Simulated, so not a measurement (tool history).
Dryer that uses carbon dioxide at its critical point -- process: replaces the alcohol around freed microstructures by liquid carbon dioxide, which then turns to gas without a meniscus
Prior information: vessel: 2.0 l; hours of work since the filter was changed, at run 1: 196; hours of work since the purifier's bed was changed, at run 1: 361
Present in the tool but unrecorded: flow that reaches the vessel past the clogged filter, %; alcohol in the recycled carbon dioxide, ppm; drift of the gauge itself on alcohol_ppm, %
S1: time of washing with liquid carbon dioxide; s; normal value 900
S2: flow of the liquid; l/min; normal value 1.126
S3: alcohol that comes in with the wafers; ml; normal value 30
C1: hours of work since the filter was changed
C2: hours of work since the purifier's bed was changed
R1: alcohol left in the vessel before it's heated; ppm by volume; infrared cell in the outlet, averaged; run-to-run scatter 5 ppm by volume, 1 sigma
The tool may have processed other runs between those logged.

| run | hour | S1 | S2 | S3 | C1 | C2 | R1 |
|---|---|---|---|---|---|---|---|
| 1 | 0.0 | 900 | 1.126 | 30 | 196 | 361 | 157 |
| 2 | 17.9 | 900 | 1.126 | 20 | 205 | 370 | 156 |
| 3 | 43.5 | 900 | 1.126 | 56 | 217 | 382 | 180 |
| 4 | 68.1 | 900 | 1.240 | 30 | 229 | 394 | 149 |
| 5 | 84.6 | 900 | 1.240 | 30 | 237 | 402 | 155 |
| 6 | 105.6 | 900 | 1.240 | 30 | 247 | 412 | 163 |
| 7 | 121.4 | 900 | 1.240 | 92 | 255 | 420 | 181 |
| 8 | 136.2 | 900 | 1.240 | 92 | 262 | 427 | 187 |
| 9 | 160.9 | 900 | 1.240 | 92 | 274 | 439 | 183 |
| 10 | 189.8 | 900 | 1.126 | 39 | 288 | 453 | 195 |
| 11 | 209.7 | 900 | 0.940 | 39 | 298 | 463 | 258 |
| 12 | 226.6 | 900 | 0.940 | 39 | 306 | 471 | 253 |
| 13 | 257.6 | 540 | 0.940 | 39 | 321 | 486 | 956 |
| 14 | 273.9 | 1320 | 1.126 | 30 | 329 | 494 | 179 |
| 15 | 289.1 | 1320 | 1.126 | 30 | 336 | 501 | 177 |
| 16 | 302.9 | 660 | 1.590 | 21 | 343 | 508 | 193 |
| 17 | 324.0 | 1440 | 1.126 | 30 | 353 | 518 | 183 |
| 18 | 344.7 | 1260 | 1.110 | 22 | 363 | 528 | 194 |
| 19 | 364.7 | 720 | 1.050 | 26 | 373 | 538 | 293 |
| 20 | 381.4 | 720 | 1.050 | 26 | 381 | 546 | 306 |

What does the tool deliver on the next run?
| 21 | 411.7 | 720 | 1.050 | 26 | 395 | 560 | ? |

R1: 304 ppm by volume
With the hidden condition absent and the run-to-run variation left alone, this run would have shown R1 83 ppm by volume.

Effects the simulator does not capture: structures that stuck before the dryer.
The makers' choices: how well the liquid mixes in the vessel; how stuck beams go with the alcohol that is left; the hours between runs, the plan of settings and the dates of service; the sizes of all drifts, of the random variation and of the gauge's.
